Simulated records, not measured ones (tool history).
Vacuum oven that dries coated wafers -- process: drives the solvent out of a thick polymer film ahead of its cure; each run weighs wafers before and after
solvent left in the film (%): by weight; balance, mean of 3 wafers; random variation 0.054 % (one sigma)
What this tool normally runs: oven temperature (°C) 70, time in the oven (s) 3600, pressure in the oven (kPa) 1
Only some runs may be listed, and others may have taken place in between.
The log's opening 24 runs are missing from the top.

run,hour,oven temperature (°C),time in the oven (s),pressure in the oven (kPa),hours of work since the thermocouples were calibrated,hours of work since the vacuum gauge was cleaned of residue,solvent left in the film (%)
25,385.4,59,3420,1,725,64,5.48
26,403.7,70,3600,2.78,739,78,4.82
27,419.4,70,1980,2.78,751,90,6.94
28,441.1,65,2160,3.32,768,107,9.12
# hour 446.1: vacuum gauge cleaned of residue and calibrated, once more
29,462.8,65,2160,3.32,784,13,8.78
30,474.7,65,2160,1.73,793,22,6.63
31,495.4,75,2160,1.72,809,38,3.7
32,518.6,75,2160,1.72,827,56,3.68
33,542.7,69,3180,0.82,846,75,2.67
34,558.5,70,5820,1,858,88,1.55
35,583,60,3600,1,877,107,4.68
36,595.1,60,3600,2.12,887,116,6.59
37,616.5,70,6060,2.63,904,133,3.76
38,629.1,70,6060,2.63,913,142,3.79

Branching from run 38: 4 alternative next runs. What would each branch give?
A,640.9,72,2760,2.63,923,152,?
B,640.9,70,3960,2.63,923,152,?
C,640.9,70,2040,1,923,152,?
D,640.9,57,1920,1.21,923,152,?

run,solvent left in the film (%)
A,4.75
B,4.34
C,4.44
D,9.4
With no hidden state in the tool, these same runs would have given:
run,solvent left in the film (%)
A,4.4
B,4.01
C,4.08
D,8.95
